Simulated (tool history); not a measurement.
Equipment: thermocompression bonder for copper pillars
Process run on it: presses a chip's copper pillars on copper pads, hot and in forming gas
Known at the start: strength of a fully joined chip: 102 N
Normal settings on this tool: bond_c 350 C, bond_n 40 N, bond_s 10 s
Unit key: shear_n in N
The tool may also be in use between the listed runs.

run   hour  bond_c  bond_n  bond_s  shear_n
  1    0.0     350      40      10     36.4
  2    7.5     350      40      13     40.7
  3   17.1     355      40      10     40.1
  4   21.3     355      40      10     38.6
  5   28.1     355      40       7     34.5
  6   36.4     350      40       9     34.6
  7   42.5     350      40      10     36.9
  8   47.9     350      40       9     34.0
  9   53.6     350      26      10     21.7
 10   57.9     350      58      10     54.5
 11   62.2     350      40       5     26.8
 12   71.3     350      40       5     27.2
 13   77.9     344      40      11     34.5
 14   84.7     374      40       6     40.9
 15   90.5     368      34      29     55.2
 16   96.3     368      34      29     55.3
 17  102.5     368      34      29     55.3
 18  112.1     361      57      10     58.7
 19  121.1     374      56      10     64.6
 20  125.7     374      43      12     53.7
 21  131.8     374      43      12     53.6
 22  142.1     372      49       7     50.9

Expected results for the next run?
 23  150.2     369      40      10        ?

shear_n: 44.8 N
With no hidden state in the tool, this same run would have given shear_n 49.7 N.

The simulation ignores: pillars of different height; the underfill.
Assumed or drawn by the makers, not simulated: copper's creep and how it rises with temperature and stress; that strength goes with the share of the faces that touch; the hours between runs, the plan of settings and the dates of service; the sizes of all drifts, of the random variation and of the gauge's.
